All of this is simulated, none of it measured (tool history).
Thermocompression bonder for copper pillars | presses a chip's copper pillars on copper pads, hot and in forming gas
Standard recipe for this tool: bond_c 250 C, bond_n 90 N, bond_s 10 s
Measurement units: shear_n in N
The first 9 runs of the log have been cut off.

{"run": 10, "day": 12.729, "bond_c": 255, "bond_n": 90, "bond_s": 10, "shear_n": 70.5}
{"run": 11, "day": 14.3, "bond_c": 250, "bond_n": 90, "bond_s": 10, "shear_n": 65.9}
{"run": 12, "day": 15.554, "bond_c": 250, "bond_n": 90, "bond_s": 10, "shear_n": 65.2}
{"run": 13, "day": 17.712, "bond_c": 250, "bond_n": 90, "bond_s": 10, "shear_n": 66.2}
{"run": 14, "day": 18.633, "bond_c": 257, "bond_n": 90, "bond_s": 10, "shear_n": 73.8}
{"run": 15, "day": 20.796, "bond_c": 257, "bond_n": 90, "bond_s": 10, "shear_n": 73.7}
{"run": 16, "day": 21.767, "bond_c": 257, "bond_n": 90, "bond_s": 15, "shear_n": 85.3}
{"run": 17, "day": 22.842, "bond_c": 257, "bond_n": 104, "bond_s": 15, "shear_n": 89.5}
{"run": 18, "day": 24.029, "bond_c": 250, "bond_n": 90, "bond_s": 10, "shear_n": 66.8}
{"run": 19, "day": 25.942, "bond_c": 250, "bond_n": 90, "bond_s": 10, "shear_n": 67.8}
{"day": 26.317, "done": "forming gas filter changed"}
{"run": 20, "day": 27.521, "bond_c": 250, "bond_n": 90, "bond_s": 10, "shear_n": 69.7}
{"run": 21, "day": 28.512, "bond_c": 223, "bond_n": 84, "bond_s": 6, "shear_n": 35.3}

The next listed run, before its measurement:
{"run": 22, "day": 30.033, "bond_c": 255, "bond_n": 84, "bond_s": 14, "shear_n": "?"}

shear_n: 82.7 N
On a tool with no hidden condition, and with the same random variation, this run would have come out at shear_n 72.8 N.

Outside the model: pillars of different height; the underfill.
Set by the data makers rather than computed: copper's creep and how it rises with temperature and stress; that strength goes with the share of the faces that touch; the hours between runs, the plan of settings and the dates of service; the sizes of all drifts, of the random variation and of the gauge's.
